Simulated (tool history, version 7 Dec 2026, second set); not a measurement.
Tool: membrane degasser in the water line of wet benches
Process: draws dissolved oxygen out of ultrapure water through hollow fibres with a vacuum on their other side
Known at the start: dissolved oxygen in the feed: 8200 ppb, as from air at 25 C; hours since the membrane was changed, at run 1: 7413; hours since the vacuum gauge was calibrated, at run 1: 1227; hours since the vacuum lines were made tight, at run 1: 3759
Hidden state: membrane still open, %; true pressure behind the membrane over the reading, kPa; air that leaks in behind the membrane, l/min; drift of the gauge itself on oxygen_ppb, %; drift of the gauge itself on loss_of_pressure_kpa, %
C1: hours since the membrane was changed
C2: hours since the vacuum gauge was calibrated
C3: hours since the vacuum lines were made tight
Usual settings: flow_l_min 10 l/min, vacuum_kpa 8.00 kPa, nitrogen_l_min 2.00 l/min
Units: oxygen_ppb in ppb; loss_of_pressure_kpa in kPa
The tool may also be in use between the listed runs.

Run 1, hour 0.0: usual settings; C1 7413; C2 1227; C3 3759. Result: oxygen_ppb 71.9 ppb, loss_of_pressure_kpa 50.45 kPa.
Run 2, hour 97.1: usual settings; C1 7510; C2 1324; C3 3856. Result: oxygen_ppb 71.6 ppb, loss_of_pressure_kpa 50.42 kPa.
Run 3, hour 242.9: usual settings; C1 7656; C2 1470; C3 4002. Result: oxygen_ppb 71.8 ppb, loss_of_pressure_kpa 50.42 kPa.
Run 4, hour 341.4: usual settings; C1 7755; C2 1568; C3 4100. Result: oxygen_ppb 73.8 ppb, loss_of_pressure_kpa 50.21 kPa.
Run 5, hour 491.4: usual settings; C1 7905; C2 1718; C3 4250. Result: oxygen_ppb 72.5 ppb, loss_of_pressure_kpa 50.43 kPa.
At hour 506.8: vacuum gauge calibrated.
Run 6, hour 656.5: usual settings; C1 8069; C2 150; C3 4415. Result: oxygen_ppb 74.2 ppb, loss_of_pressure_kpa 50.50 kPa.
At hour 782.5: seals of the vacuum lines changed.
Run 7, hour 832.2: usual settings but vacuum_kpa 6.44 kPa, nitrogen_l_min 3.11 l/min; C1 8243; C2 323; C3 50. Result: oxygen_ppb 38.8 ppb, loss_of_pressure_kpa 50.35 kPa.
Run 8, hour 962.3: usual settings but flow_l_min 8 l/min, vacuum_kpa 7.82 kPa, nitrogen_l_min 5.24 l/min; C1 8373; C2 453; C3 180. Result: oxygen_ppb 22.9 ppb, loss_of_pressure_kpa 40.43 kPa.
Run 9, hour 1108.0: usual settings but flow_l_min 8 l/min, vacuum_kpa 7.82 kPa, nitrogen_l_min 5.24 l/min; C1 8519; C2 599; C3 325. Result: oxygen_ppb 23.1 ppb, loss_of_pressure_kpa 40.38 kPa.
Run 10, hour 1296.6: usual settings but flow_l_min 8 l/min, vacuum_kpa 7.82 kPa, nitrogen_l_min 5.24 l/min; C1 8707; C2 788; C3 514. Result: oxygen_ppb 22.7 ppb, loss_of_pressure_kpa 40.71 kPa.
Run 11, hour 1430.3: usual settings but flow_l_min 8 l/min, vacuum_kpa 7.82 kPa, nitrogen_l_min 5.24 l/min; C1 8841; C2 921; C3 648. Result: oxygen_ppb 22.2 ppb, loss_of_pressure_kpa 40.69 kPa.
Run 12, hour 1517.9: usual settings but flow_l_min 9 l/min, vacuum_kpa 14.95 kPa, nitrogen_l_min 1.43 l/min; C1 8929; C2 1009; C3 735. Result: oxygen_ppb 186.6 ppb, loss_of_pressure_kpa 46.05 kPa.

4 ways to go on from here, each from the tool as it stands after run 12. What would each give?
Run A, hour 1615.2: usual settings but flow_l_min 8 l/min, vacuum_kpa 10.87 kPa, nitrogen_l_min 4.10 l/min; C1 9026; C2 1106; C3 833. Result: oxygen_ppb ?, loss_of_pressure_kpa ?.
Run B, hour 1615.2: usual settings but flow_l_min 11 l/min, nitrogen_l_min 2.42 l/min; C1 9026; C2 1106; C3 833. Result: oxygen_ppb ?, loss_of_pressure_kpa ?.
Run C, hour 1615.2: usual settings but flow_l_min 9 l/min, vacuum_kpa 14.56 kPa, nitrogen_l_min 1.43 l/min; C1 9026; C2 1106; C3 833. Result: oxygen_ppb ?, loss_of_pressure_kpa ?.
Run D, hour 1615.2: usual settings but flow_l_min 9 l/min, vacuum_kpa 11.04 kPa, nitrogen_l_min 0.97 l/min; C1 9026; C2 1106; C3 833. Result: oxygen_ppb ?, loss_of_pressure_kpa ?.

run  oxygen_ppb  loss_of_pressure_kpa
  A        42.8                 40.76
  B        72.3                 55.59
  C       184.1                 45.55
  D       185.7                 46.01
Without the tool's hidden state the same runs would have given:
run  oxygen_ppb  loss_of_pressure_kpa
  A        39.3                 38.72
  B        63.5                 52.79
  C       174.8                 43.26
  D       174.4                 43.72
